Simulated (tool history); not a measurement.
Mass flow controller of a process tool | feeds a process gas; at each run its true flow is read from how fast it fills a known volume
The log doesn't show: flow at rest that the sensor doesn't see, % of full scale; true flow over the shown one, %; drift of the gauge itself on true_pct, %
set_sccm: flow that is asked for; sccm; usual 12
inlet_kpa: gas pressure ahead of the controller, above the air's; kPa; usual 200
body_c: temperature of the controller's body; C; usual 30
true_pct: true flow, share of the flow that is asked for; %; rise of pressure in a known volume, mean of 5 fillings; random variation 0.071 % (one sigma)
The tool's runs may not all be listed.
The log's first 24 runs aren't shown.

run      day  set_sccm  inlet_kpa  body_c  hours of work since the controller was set to zero  hours of work since the controller was changed  true_pct
 25   72.879         5        200      30                                                 298                                            4053     94.81
 26   74.692         5        200      30                                                 330                                            4085     94.81
 27   77.442         5        200      23                                                 379                                            4134     94.35
      78.275  -- controller's zero set anew, once more
 28   81.592        10        221      30                                                  59                                            4208     98.36
 29   83.588        10        221      30                                                  95                                            4243     98.41
 30   85.888        10        221      30                                                 135                                            4284     98.37
 31   88.842         7        221      30                                                 188                                            4337     98.07
 32   92.758         7        221      30                                                 258                                            4407      98.1
 33   95.717        19        152      37                                                 310                                            4459     99.04
 34   98.771        19        152      37                                                 365                                            4514     99.09
 35  100.688         7        149      24                                                 399                                            4548     97.24
 36  104.075         7        149      24                                                 459                                            4608     97.36
 37  107.767        16        200      32                                                 525                                            4674     98.81
 38  110.229        16        200      32                                                 569                                            4717     98.92
 39  113.725        16        200      32                                                 631                                            4780     98.79
 40  117.533         7        200      39                                                 698                                            4847     97.95
 41  121.279         6        158      30                                                 765                                            4914     97.18
 42  123.154         6        158      30                                                 798                                            4947     97.26
 43  127.142         3        200      26                                                 870                                            5018     96.57
 44  130.804         3        200      26                                                 935                                            5083      96.5
 45  134.625         3        149      28                                                1003                                            5151     96.22
 46  137.275        12        200      23                                                1050                                            5199     97.83
 47  140.738         4        167      35                                                1111                                            5260     96.75
 48  143.121         3        155      30                                                1154                                            5303     96.16
 49  145.875        12        192      28                                                1203                                            5352     97.93

3 ways to go on from here, each from the tool as it stands after run 49. What would each give?
  A  148.154        17        200      30                                                1243                                            5392         ?
  B  148.154         3        149      30                                                1243                                            5392         ?
  C  148.154         4        217      32                                                1243                                            5392         ?

run  true_pct
  A     98.53
  B        96
  C      96.7
Without the tool's hidden state the same runs would have given:
run  true_pct
  A     99.91
  B     98.38
  C     98.78
